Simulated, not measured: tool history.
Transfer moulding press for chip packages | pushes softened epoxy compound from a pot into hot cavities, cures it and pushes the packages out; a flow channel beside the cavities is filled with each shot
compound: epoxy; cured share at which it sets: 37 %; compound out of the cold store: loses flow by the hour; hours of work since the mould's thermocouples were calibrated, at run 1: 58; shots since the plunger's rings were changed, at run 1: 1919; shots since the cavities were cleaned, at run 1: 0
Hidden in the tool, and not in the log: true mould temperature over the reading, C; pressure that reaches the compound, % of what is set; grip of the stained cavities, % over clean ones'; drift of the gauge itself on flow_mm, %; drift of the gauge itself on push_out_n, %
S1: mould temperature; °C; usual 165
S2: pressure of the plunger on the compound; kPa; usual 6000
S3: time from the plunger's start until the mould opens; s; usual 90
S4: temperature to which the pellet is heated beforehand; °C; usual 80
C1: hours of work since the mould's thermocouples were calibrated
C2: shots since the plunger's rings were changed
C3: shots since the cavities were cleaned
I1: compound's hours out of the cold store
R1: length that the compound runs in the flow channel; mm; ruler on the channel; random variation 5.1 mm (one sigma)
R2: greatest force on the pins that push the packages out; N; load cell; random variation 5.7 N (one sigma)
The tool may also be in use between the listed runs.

Run 1, hour 0.0: usual settings; C1 58; C2 1919; C3 0; I1 34.0. Result: R1 494 mm, R2 197 N.
At hour 38.4: cavities cleaned with cleaning compound and waxed.
Run 2, hour 59.4: usual settings but S2 4930 kPa; C1 93; C2 2656; C3 268; I1 16.3. Result: R1 456 mm, R2 250 N.
At hour 74.8: cavities cleaned with cleaning compound and waxed.
At hour 110.0: cavities cleaned with cleaning compound and waxed.
Run 3, hour 112.1: usual settings but S2 4930 kPa; C1 123; C2 3289; C3 27; I1 30.6. Result: R1 444 mm, R2 207 N.
At hour 145.0: cavities cleaned with cleaning compound and waxed.
At hour 179.5: cavities cleaned with cleaning compound and waxed.
Run 4, hour 199.6: usual settings; C1 174; C2 4365; C3 256; I1 16.7. Result: R1 501 mm, R2 258 N.
At hour 213.5: cavities cleaned with cleaning compound and waxed.
At hour 250.9: cavities cleaned with cleaning compound and waxed.
Run 5, hour 271.1: usual settings but S4 75 °C; C1 216; C2 5238; C3 258; I1 19.7. Result: R1 488 mm, R2 253 N.
At hour 290.6: cavities cleaned with cleaning compound and waxed.
At hour 328.2: cavities cleaned with cleaning compound and waxed.
Run 6, hour 328.2: usual settings but S3 87 s, S4 75 °C; C1 248; C2 5927; C3 0; I1 25.9. Result: R1 473 mm, R2 211 N.
At hour 364.2: cavities cleaned with cleaning compound and waxed.
Run 7, hour 377.0: usual settings but S3 116 s; C1 277; C2 6529; C3 163; I1 42.5. Result: R1 440 mm, R2 221 N.
At hour 402.2: plunger's sealing rings changed.
At hour 403.7: cavities cleaned with cleaning compound and waxed.
Run 8, hour 428.1: usual settings but S1 168 °C, S3 77 s; C1 306; C2 310; C3 310; I1 37.7. Result: R1 488 mm, R2 265 N.
At hour 441.9: cavities cleaned with cleaning compound and waxed.
At hour 477.8: cavities cleaned with cleaning compound and waxed.
Run 9, hour 493.0: usual settings but S1 170 °C, S2 5250 kPa, S4 84 °C; C1 343; C2 1099; C3 194; I1 41.8. Result: R1 455 mm, R2 230 N.
At hour 514.9: cavities cleaned with cleaning compound and waxed.
At hour 549.8: cavities cleaned with cleaning compound and waxed.
Run 10, hour 569.3: usual settings but S1 159 °C, S2 5500 kPa, S4 78 °C; C1 387; C2 2032; C3 248; I1 23.4. Result: R1 504 mm, R2 316 N.
At hour 583.9: cavities cleaned with cleaning compound and waxed.
At hour 617.1: cavities cleaned with cleaning compound and waxed.
Run 11, hour 617.1: usual settings but S1 166 °C, S2 6210 kPa, S3 100 s; C1 415; C2 2603; C3 0; I1 44.9. Result: R1 481 mm, R2 214 N.
At hour 652.1: cavities cleaned with cleaning compound and waxed.
At hour 685.2: cavities cleaned with cleaning compound and waxed.
Run 12, hour 688.7: usual settings but S1 159 °C, S2 7160 kPa, S3 75 s, S4 87 °C; C1 456; C2 3477; C3 44; I1 42.4. Result: R1 527 mm, R2 365 N.

Forecast run 13:
At hour 721.0: cavities cleaned with cleaning compound and waxed.
At hour 748.2: mould's thermocouples calibrated.
At hour 756.5: cavities cleaned with cleaning compound and waxed.
At hour 790.0: cavities cleaned with cleaning compound and waxed.
Run 13, hour 790.0: usual settings but S1 159 °C, S2 7160 kPa, S3 75 s, S4 87 °C; C1 23; C2 4684; C3 0; I1 29.3. Result: R1 ?, R2 ?.

Run 13 gave R1 539 mm, R2 349 N.
Without the tool's hidden state the same run would have given R1 581 mm, R2 331 N.
